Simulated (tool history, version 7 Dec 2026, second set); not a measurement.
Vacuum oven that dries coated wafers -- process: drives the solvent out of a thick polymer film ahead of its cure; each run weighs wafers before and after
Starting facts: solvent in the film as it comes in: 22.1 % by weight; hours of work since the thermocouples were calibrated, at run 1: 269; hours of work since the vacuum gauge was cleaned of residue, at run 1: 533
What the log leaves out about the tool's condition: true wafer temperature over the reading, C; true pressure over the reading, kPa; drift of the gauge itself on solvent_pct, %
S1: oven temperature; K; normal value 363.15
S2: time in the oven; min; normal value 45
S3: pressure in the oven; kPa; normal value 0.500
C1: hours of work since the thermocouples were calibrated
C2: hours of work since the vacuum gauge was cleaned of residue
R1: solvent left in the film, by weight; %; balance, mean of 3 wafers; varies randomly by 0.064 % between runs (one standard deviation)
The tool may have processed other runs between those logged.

run 1 hour=0.0 | S1=363.15 S2=45 S3=0.500 | C1=269 C2=533 | R1=5.52
run 2 hour=12.1 | S1=363.15 S2=45 S3=0.500 | C1=277 C2=542 | R1=5.51
run 3 hour=25.0 | S1=363.15 S2=45 S3=0.500 | C1=287 C2=551 | R1=5.50
run 4 hour=35.1 | S1=363.15 S2=45 S3=1.386 | C1=294 C2=558 | R1=6.55
run 5 hour=49.8 | S1=363.15 S2=45 S3=1.386 | C1=304 C2=568 | R1=6.48
run 6 hour=70.0 | S1=363.15 S2=45 S3=0.412 | C1=319 C2=583 | R1=5.24
run 7 hour=88.2 | S1=363.15 S2=41 S3=0.500 | C1=332 C2=596 | R1=5.97
run 8 hour=107.2 | S1=363.15 S2=41 S3=0.500 | C1=345 C2=609 | R1=6.13
run 9 hour=121.3 | S1=363.15 S2=41 S3=0.500 | C1=355 C2=619 | R1=6.08
run 10 hour=142.0 | S1=351.15 S2=45 S3=0.500 | C1=370 C2=634 | R1=10.58
run 11 hour=157.9 | S1=363.15 S2=38 S3=0.500 | C1=381 C2=645 | R1=6.55
run 12 hour=169.6 | S1=363.15 S2=38 S3=0.500 | C1=390 C2=654 | R1=6.54
run 13 hour=188.8 | S1=363.15 S2=61 S3=0.500 | C1=403 C2=667 | R1=3.87
run 14 hour=208.4 | S1=363.15 S2=61 S3=0.500 | C1=417 C2=681 | R1=3.76
run 15 hour=230.9 | S1=363.15 S2=45 S3=0.500 | C1=433 C2=697 | R1=5.41
run 16 hour=246.6 | S1=363.15 S2=45 S3=0.500 | C1=445 C2=709 | R1=5.53
run 17 hour=264.3 | S1=363.15 S2=45 S3=0.500 | C1=457 C2=721 | R1=5.55
run 18 hour=285.8 | S1=363.15 S2=45 S3=0.484 | C1=473 C2=737 | R1=5.46
run 19 hour=307.4 | S1=363.15 S2=62 S3=0.484 | C1=488 C2=752 | R1=3.67
run 20 hour=325.1 | S1=363.15 S2=62 S3=0.484 | C1=501 C2=765 | R1=3.63
run 21 hour=334.6 | S1=363.15 S2=45 S3=0.500 | C1=507 C2=771 | R1=5.44
run 22 hour=348.7 | S1=363.15 S2=45 S3=0.500 | C1=517 C2=781 | R1=5.50
run 23 hour=365.3 | S1=363.15 S2=45 S3=0.500 | C1=529 C2=793 | R1=5.52
-- hour=368.7 vacuum gauge cleaned of residue and calibrated
run 24 hour=389.3 | S1=356.15 S2=45 S3=0.894 | C1=545 C2=15 | R1=9.09
run 25 hour=408.4 | S1=363.15 S2=45 S3=1.863 | C1=559 C2=28 | R1=7.44
run 26 hour=430.8 | S1=369.15 S2=36 S3=0.878 | C1=575 C2=44 | R1=4.94
run 27 hour=442.0 | S1=363.15 S2=26 S3=0.407 | C1=583 C2=52 | R1=9.03
run 28 hour=453.2 | S1=363.15 S2=45 S3=1.559 | C1=591 C2=60 | R1=6.92
-- hour=469.0 vacuum gauge cleaned of residue and calibrated, once more
run 29 hour=476.7 | S1=363.15 S2=45 S3=1.559 | C1=606 C2=6 | R1=6.14
run 30 hour=496.8 | S1=363.15 S2=45 S3=1.559 | C1=621 C2=20 | R1=6.09
run 31 hour=515.9 | S1=351.15 S2=68 S3=0.544 | C1=634 C2=33 | R1=7.35
run 32 hour=538.5 | S1=364.15 S2=24 S3=0.500 | C1=650 C2=50 | R1=8.41
run 33 hour=548.4 | S1=373.15 S2=31 S3=0.500 | C1=657 C2=57 | R1=3.57
run 34 hour=559.2 | S1=348.15 S2=44 S3=0.408 | C1=665 C2=64 | R1=11.07
run 35 hour=571.9 | S1=348.15 S2=44 S3=0.408 | C1=674 C2=73 | R1=11.02
run 36 hour=592.7 | S1=348.15 S2=44 S3=0.408 | C1=689 C2=88 | R1=11.23
run 37 hour=615.5 | S1=378.15 S2=45 S3=0.863 | C1=705 C2=104 | R1=1.43
run 38 hour=629.8 | S1=378.15 S2=45 S3=0.863 | C1=716 C2=115 | R1=1.37
run 39 hour=647.5 | S1=363.15 S2=45 S3=1.199 | C1=728 C2=127 | R1=5.72
run 40 hour=666.9 | S1=363.15 S2=45 S3=1.199 | C1=742 C2=141 | R1=5.72
run 41 hour=677.1 | S1=375.15 S2=69 S3=0.798 | C1=749 C2=148 | R1=0.99
run 42 hour=687.0 | S1=375.15 S2=69 S3=0.798 | C1=756 C2=155 | R1=1.02

5 ways to go on from here, each from the tool as it stands after run 42. What would each give?
run A hour=696.5 | S1=373.15 S2=69 S3=0.798 | C1=763 C2=162 | R1=?
run B hour=696.5 | S1=363.15 S2=41 S3=1.562 | C1=763 C2=162 | R1=?
run C hour=696.5 | S1=363.15 S2=69 S3=0.798 | C1=763 C2=162 | R1=?
run D hour=696.5 | S1=355.15 S2=45 S3=1.632 | C1=763 C2=162 | R1=?
run E hour=696.5 | S1=371.15 S2=24 S3=0.538 | C1=763 C2=162 | R1=?

run=A R1=1.20
run=B R1=6.84
run=C R1=3.18
run=D R1=9.65
run=E R1=5.64
Without the tool's unlogged condition, the same runs would have read:
run=A R1=1.25
run=B R1=7.25
run=C R1=3.44
run=D R1=10.05
run=E R1=6.02

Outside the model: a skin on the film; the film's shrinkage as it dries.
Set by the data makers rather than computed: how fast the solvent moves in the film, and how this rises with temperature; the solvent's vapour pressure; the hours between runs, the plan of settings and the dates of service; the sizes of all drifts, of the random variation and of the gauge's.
